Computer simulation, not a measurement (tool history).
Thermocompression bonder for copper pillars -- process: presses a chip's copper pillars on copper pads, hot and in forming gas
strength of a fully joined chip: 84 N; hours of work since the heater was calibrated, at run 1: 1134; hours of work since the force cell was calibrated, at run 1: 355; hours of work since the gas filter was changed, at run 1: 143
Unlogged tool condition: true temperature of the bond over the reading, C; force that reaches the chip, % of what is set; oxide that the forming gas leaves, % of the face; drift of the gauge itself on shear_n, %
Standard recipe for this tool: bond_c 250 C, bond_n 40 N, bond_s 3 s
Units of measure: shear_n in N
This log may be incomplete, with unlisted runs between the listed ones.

run,hour,bond_c,bond_n,bond_s,hours of work since the heater was calibrated,hours of work since the force cell was calibrated,hours of work since the gas filter was changed,shear_n
1,0.0,250,40,3,1134,355,143,44.2
2,38.8,250,40,2,1161,381,170,38.7
3,80.9,233,40,2,1190,410,199,31.2
4,115.0,250,54,3,1213,434,223,55.9
# hour 130.2: forming gas filter changed
5,149.6,250,54,3,1237,457,13,56.8
6,184.9,250,54,3,1261,482,38,56.5
7,215.1,250,54,3,1282,503,58,55.5
8,259.2,273,40,3,1312,533,89,55.9
# hour 296.7: heater calibrated with a thermocouple chip
9,307.4,273,40,3,7,565,121,55.1
10,343.6,273,40,3,32,590,146,53.5
11,394.7,243,40,3,68,625,181,41.6
12,453.6,243,40,3,108,666,222,39.6
# hour 471.1: forming gas filter changed
13,495.7,250,40,3,137,694,17,45.2
14,527.3,250,40,3,159,716,39,44.3
15,554.4,250,40,3,177,735,57,44.0
16,579.2,250,40,3,194,752,75,44.4
17,607.5,250,40,3,214,771,94,44.9
18,636.6,250,40,3,234,791,114,43.1
19,678.1,250,40,3,263,820,143,44.5
20,708.9,250,45,3,284,841,164,47.7
21,752.0,223,27,5,314,871,194,26.8
22,800.4,252,39,6,347,904,227,55.3
# hour 810.1: forming gas filter changed
23,827.9,222,40,7,366,923,12,42.7
24,874.2,221,40,7,397,955,44,43.4
25,928.6,221,29,2,435,992,82,19.5
26,959.0,266,40,3,456,1013,103,51.1
27,1014.6,266,40,3,494,1052,141,51.4
# hour 1021.0: force cell calibrated
28,1071.2,266,40,3,532,35,179,52.7
29,1113.8,266,40,3,562,64,208,52.1
30,1143.9,272,26,7,582,85,229,50.7
# hour 1147.9: forming gas filter changed
31,1198.4,272,26,7,620,122,35,51.5
32,1231.3,280,36,3,642,145,57,53.6
33,1271.0,280,36,3,670,172,85,54.7
34,1304.1,239,34,4,692,195,108,38.0
35,1336.4,239,34,4,715,217,130,38.3
36,1377.6,239,34,6,743,245,158,42.8
37,1416.2,239,33,6,770,272,185,42.2

The next listed run, before its measurement:
38,1473.8,239,33,6,809,312,225,?

shear_n: 43.0 N
With no hidden state in the tool, this same run would have given shear_n 43.2 N.

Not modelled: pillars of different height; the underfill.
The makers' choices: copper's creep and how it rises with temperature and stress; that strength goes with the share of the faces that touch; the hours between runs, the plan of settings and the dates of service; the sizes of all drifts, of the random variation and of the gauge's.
